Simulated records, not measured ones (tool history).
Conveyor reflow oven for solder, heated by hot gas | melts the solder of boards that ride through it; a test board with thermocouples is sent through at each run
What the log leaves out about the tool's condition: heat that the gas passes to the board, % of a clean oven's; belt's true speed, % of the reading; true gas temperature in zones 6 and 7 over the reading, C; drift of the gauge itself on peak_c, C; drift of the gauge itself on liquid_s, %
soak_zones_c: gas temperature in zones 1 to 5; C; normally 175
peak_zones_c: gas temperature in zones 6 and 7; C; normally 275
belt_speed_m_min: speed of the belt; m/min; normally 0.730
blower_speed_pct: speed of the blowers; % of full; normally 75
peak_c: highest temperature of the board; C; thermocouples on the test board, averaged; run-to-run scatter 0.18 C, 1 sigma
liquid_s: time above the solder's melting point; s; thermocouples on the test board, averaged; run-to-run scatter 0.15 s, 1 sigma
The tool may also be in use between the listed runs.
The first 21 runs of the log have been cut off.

run   hour  soak_zones_c  peak_zones_c  belt_speed_m_min  blower_speed_pct  hours of work since the flux was cleaned out  hours of work since the belt drive was overhauled  hours of work since the thermocouples were changed  peak_c  liquid_s
 22  339.9           175           275             0.869                68                                            53                                                353                                                 472   243.5      29.8
     359.2  -- flux residue cleaned out of gas plates and filters, once more
 23  359.2           175           274             0.730                53                                             0                                                361                                                 480   247.0      38.8
 24  369.6           175           274             0.730                53                                             6                                                367                                                 486   247.1      38.6
 25  382.8           165           274             0.730                73                                            13                                                375                                                 493   252.2      40.6
 26  395.3           175           273             0.730                89                                            20                                                382                                                 500   256.5      46.1
 27  407.7           175           276             0.841                70                                            27                                                389                                                 507   249.1      34.9
 28  417.9           175           276             0.841                70                                            33                                                395                                                 513   249.3      35.0
 29  427.3           177           276             0.841                88                                            38                                                400                                                 518   254.6      39.1
 30  442.3           177           276             0.841                88                                            47                                                408                                                 527   254.4      38.6

3 options for the next run, each taken on its own from the tool as it stands now. Forecast them:
  A  457.7           167           276             0.841                64                                            55                                                417                                                 535       ?         ?
  B  457.7           168           275             0.729                75                                            55                                                417                                                 535       ?         ?
  C  457.7           177           276             0.606                88                                            55                                                417                                                 535       ?         ?

run  peak_c  liquid_s
  A   244.7      30.2
  B   253.5      42.3
  C   263.8      60.3
Stripped of hidden state, with their random variation kept, the same runs would have yielded:
run  peak_c  liquid_s
  A   246.2      30.8
  B   255.2      42.7
  C   265.7      60.4
